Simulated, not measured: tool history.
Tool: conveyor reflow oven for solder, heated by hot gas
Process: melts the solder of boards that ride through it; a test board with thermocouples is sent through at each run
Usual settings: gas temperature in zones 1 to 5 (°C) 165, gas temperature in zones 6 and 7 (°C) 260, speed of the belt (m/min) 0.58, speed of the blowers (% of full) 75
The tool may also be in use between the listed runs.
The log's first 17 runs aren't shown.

run	day	gas temperature in zones 1 to 5 (°C)	gas temperature in zones 6 and 7 (°C)	speed of the belt (m/min)	speed of the blowers (% of full)	hours of work since the flux was cleaned out	hours of work since the belt drive was overhauled	hours of work since the thermocouples were changed	highest temperature of the board (°C)	time above the solder's melting point (s)
18	21.667	165	258	0.58	75	170	473	544	239.2	39.1
19	22.992	167	253	0.599	59	191	494	566	228.1	22.5
20	24.012	175	260	0.65	67	207	511	582	235.5	31.9
21	24.775	163	250	0.58	75	220	523	594	232	30.1
# day 26.029: flux residue cleaned out of gas plates and filters
22	26.4	165	251	0.58	75	6	546	617	235.5	35.9
23	27.888	164	251	0.507	57	30	570	641	233.1	36.2
24	29.471	164	251	0.507	57	55	595	666	232.7	36.3
25	31.05	164	251	0.507	57	81	620	692	232.9	35.8
26	32.7	164	251	0.507	57	107	647	718	232.5	36
# day 33.346: thermocouples of zones 6 and 7 changed
27	34.279	170	260	0.532	75	131	671	15	244	50.9
28	35.121	165	260	0.58	63	145	684	29	235.4	34
29	35.788	165	259	0.633	75	155	695	39	235.9	31.9
30	36.842	165	265	0.597	75	172	712	56	242.4	41.5
31	38.104	179	260	0.667	71	193	732	76	236.2	33.6

3 ways to go on from here, each from the tool as it stands after run 31. What would each give?
A	39.229	179	260	0.691	58	211	750	94	?	?
B	39.229	174	260	0.667	71	211	750	94	?	?
C	39.229	167	248	0.476	71	211	750	94	?	?

run	highest temperature of the board (°C)	time above the solder's melting point (s)
A	229.1	21.8
B	235.1	30.7
C	234.5	45.5
Without the tool's hidden state the same runs would have given:
run	highest temperature of the board (°C)	time above the solder's melting point (s)
A	230.6	24
B	236.9	32.8
C	235.5	47.2
